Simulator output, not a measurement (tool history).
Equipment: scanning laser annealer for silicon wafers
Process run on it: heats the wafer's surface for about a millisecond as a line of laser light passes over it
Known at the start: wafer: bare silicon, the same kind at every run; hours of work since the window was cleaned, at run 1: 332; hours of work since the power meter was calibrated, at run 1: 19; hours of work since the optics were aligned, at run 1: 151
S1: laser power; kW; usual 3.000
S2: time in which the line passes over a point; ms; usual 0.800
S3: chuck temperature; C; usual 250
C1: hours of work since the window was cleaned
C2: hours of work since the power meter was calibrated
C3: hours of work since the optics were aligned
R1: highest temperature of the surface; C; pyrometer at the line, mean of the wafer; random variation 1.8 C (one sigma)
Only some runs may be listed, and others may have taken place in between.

run    day     S1     S2   S3   C1  C2   C3    R1
  1  0.000  3.000  0.800  250  332  19  151  1015
  2  0.338  3.000  0.800  240  335  23  155  1005
  3  0.604  3.000  0.800  240  338  26  158  1005
  4  0.779  3.000  0.800  240  340  28  160  1004
  5  1.012  3.000  0.800  240  343  30  162   999
  6  1.258  2.684  0.800  250  345  33  165   911
  7  1.638  2.684  0.800  250  350  37  169   910
  8  2.029  2.684  0.800  250  354  41  174   910
  9  2.271  2.684  0.800  250  357  44  176   907
 10  2.450  3.000  0.800  250  359  46  178  1013
 11  2.642  3.000  0.800  250  361  48  180  1010
 12  2.921  2.623  0.942  216  364  51  183   908
     3.025  -- window over the wafer cleaned
 13  3.192  2.623  0.942  216    2  53  185   900
 14  3.575  2.623  0.942  216    6  57  190   902
     3.712  -- window over the wafer cleaned, once more
 15  3.838  2.623  0.942  216    1  59  192   937
 16  4.125  2.623  0.942  216    5  62  195   934
 17  4.338  2.623  0.651  262    7  65  197   865
 18  4.696  2.941  0.800  281   11  69  201  1049
 19  5.083  2.941  0.800  281   15  73  205  1047

Forecast each of these 3 alternatives for the next run:
  A  5.358  3.180  0.800  250  18  76  208   ?
  B  5.358  2.784  0.965  241  18  76  208   ?
  C  5.358  3.129  0.996  238  18  76  208   ?

run    R1
  A  1099
  B  1025
  C  1164
What these runs would have given with no unlogged condition in the tool:
run    R1
  A  1106
  B  1031
  C  1172
